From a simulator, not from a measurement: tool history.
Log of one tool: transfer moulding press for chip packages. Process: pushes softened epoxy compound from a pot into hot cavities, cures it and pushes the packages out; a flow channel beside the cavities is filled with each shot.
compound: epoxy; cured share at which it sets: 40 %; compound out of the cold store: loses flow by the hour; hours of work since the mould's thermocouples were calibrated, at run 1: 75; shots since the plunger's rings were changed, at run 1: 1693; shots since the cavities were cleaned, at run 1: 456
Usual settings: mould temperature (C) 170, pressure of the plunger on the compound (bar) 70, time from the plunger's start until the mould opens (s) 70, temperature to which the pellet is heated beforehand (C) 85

| run | hour | mould temperature (C) | pressure of the plunger on the compound (bar) | time from the plunger's start until the mould opens (s) | temperature to which the pellet is heated beforehand (C) | hours of work since the mould's thermocouples were calibrated | shots since the plunger's rings were changed | shots since the cavities were cleaned | incoming compound's hours out of the cold store | length that the compound runs in the flow channel (mm) | greatest force on the pins that push the packages out (N) |
|---|---|---|---|---|---|---|---|---|---|---|---|
| 1 | 0 | 170 | 70 | 70 | 85 | 75 | 1693 | 456 | 12.2 | 911 | 207 |
|  | 7.6 | cavities cleaned with cleaning compound and waxed |
| 2 | 37.5 | 170 | 70 | 58 | 85 | 97 | 2151 | 380 | 37.6 | 831 | 267 |
|  | 49.6 | cavities cleaned with cleaning compound and waxed |
| 3 | 59.7 | 170 | 70 | 58 | 85 | 109 | 2415 | 129 | 35.7 | 822 | 267 |
|  | 92.1 | cavities cleaned with cleaning compound and waxed |
| 4 | 95.2 | 170 | 70 | 58 | 85 | 130 | 2848 | 40 | 30.3 | 839 | 264 |
|  | 133.8 | cavities cleaned with cleaning compound and waxed |
| 5 | 145.3 | 170 | 70 | 58 | 85 | 159 | 3467 | 147 | 36.5 | 831 | 277 |
|  | 177.9 | cavities cleaned with cleaning compound and waxed |
| 6 | 186.7 | 169 | 70 | 70 | 85 | 184 | 3975 | 112 | 28.7 | 861 | 216 |
|  | 221.4 | cavities cleaned with cleaning compound and waxed |
| 7 | 223.3 | 169 | 70 | 70 | 85 | 205 | 4422 | 24 | 29.4 | 847 | 208 |
|  | 265.5 | cavities cleaned with cleaning compound and waxed |
| 8 | 271.2 | 169 | 70 | 70 | 85 | 233 | 5013 | 73 | 45.1 | 811 | 225 |
|  | 307.3 | cavities cleaned with cleaning compound and waxed |
| 9 | 322.1 | 169 | 70 | 70 | 85 | 263 | 5643 | 189 | 29.8 | 859 | 224 |
|  | 351 | cavities cleaned with cleaning compound and waxed |
| 10 | 354.4 | 169 | 70 | 70 | 85 | 282 | 6035 | 44 | 29.7 | 860 | 218 |
|  | 361.6 | plunger's sealing rings changed |
|  | 396.8 | cavities cleaned with cleaning compound and waxed |
| 11 | 403.8 | 170 | 70 | 70 | 85 | 309 | 518 | 89 | 26.5 | 859 | 213 |
|  | 440.8 | cavities cleaned with cleaning compound and waxed |
| 12 | 455.2 | 170 | 70 | 70 | 85 | 340 | 1153 | 182 | 23.3 | 866 | 218 |
| 13 | 477.2 | 170 | 56.2 | 70 | 85 | 353 | 1434 | 463 | 18.3 | 800 | 215 |
|  | 482.6 | cavities cleaned with cleaning compound and waxed |
| 14 | 521.9 | 170 | 70 | 61 | 79 | 379 | 1983 | 500 | 8.7 | 918 | 255 |
|  | 526.1 | cavities cleaned with cleaning compound and waxed |
|  | 568.7 | cavities cleaned with cleaning compound and waxed |
| 15 | 569 | 169 | 70 | 109 | 85 | 406 | 2545 | 3 | 36.7 | 840 | 187 |
| 16 | 594.5 | 169 | 70 | 109 | 85 | 422 | 2870 | 328 | 35.2 | 834 | 204 |
|  | 611.8 | cavities cleaned with cleaning compound and waxed |
| 17 | 641.7 | 169 | 70 | 59 | 79 | 450 | 3453 | 381 | 42.6 | 824 | 278 |
|  | 655.3 | cavities cleaned with cleaning compound and waxed |
| 18 | 678.2 | 169 | 58.8 | 92 | 79 | 471 | 3897 | 291 | 30.2 | 769 | 194 |
|  | 697.6 | cavities cleaned with cleaning compound and waxed |
| 19 | 709.6 | 174 | 85.3 | 54 | 85 | 489 | 4279 | 154 | 24 | 937 | 250 |
|  | 741.2 | cavities cleaned with cleaning compound and waxed |
| 20 | 759.6 | 175 | 70 | 70 | 85 | 518 | 4895 | 233 | 45.6 | 791 | 198 |
|  | 782.9 | cavities cleaned with cleaning compound and waxed |
| 21 | 795.8 | 167 | 85.9 | 70 | 85 | 540 | 5338 | 164 | 47.5 | 897 | 223 |
|  | 825.8 | cavities cleaned with cleaning compound and waxed |
| 22 | 838.9 | 167 | 85.9 | 70 | 85 | 565 | 5868 | 167 | 25 | 985 | 241 |
|  | 861.4 | plunger's sealing rings changed |
|  | 870.2 | cavities cleaned with cleaning compound and waxed |
| 23 | 871 | 167 | 85.9 | 70 | 85 | 582 | 103 | 10 | 40.7 | 917 | 241 |
| 24 | 898 | 167 | 77.5 | 70 | 83 | 598 | 447 | 354 | 32.8 | 910 | 246 |
|  | 914 | cavities cleaned with cleaning compound and waxed |
| 25 | 933.8 | 167 | 63.6 | 70 | 76 | 619 | 884 | 253 | 45.1 | 783 | 242 |
|  | 956.4 | cavities cleaned with cleaning compound and waxed |
| 26 | 981.6 | 167 | 63.6 | 70 | 76 | 647 | 1474 | 322 | 30.8 | 821 | 252 |

3 ways to go on from here, each from the tool as it stands after run 26. What would each give?
|  | 1001.8 | cavities cleaned with cleaning compound and waxed |
| A | 1027.4 | 170 | 81.2 | 70 | 85 | 674 | 2038 | 327 | 35.4 | ? | ? |
|  | 1001.8 | cavities cleaned with cleaning compound and waxed |
| B | 1027.4 | 167 | 70 | 61 | 85 | 674 | 2038 | 327 | 16.7 | ? | ? |
|  | 1001.8 | cavities cleaned with cleaning compound and waxed |
| C | 1027.4 | 171 | 63.6 | 70 | 76 | 674 | 2038 | 327 | 46.1 | ? | ? |

| run | length that the compound runs in the flow channel (mm) | greatest force on the pins that push the packages out (N) |
|---|---|---|
| A | 895 | 207 |
| B | 899 | 303 |
| C | 773 | 207 |
Without the tool's hidden state the same runs would have given:
| run | length that the compound runs in the flow channel (mm) | greatest force on the pins that push the packages out (N) |
|---|---|---|
| A | 895 | 206 |
| B | 899 | 300 |
| C | 773 | 205 |
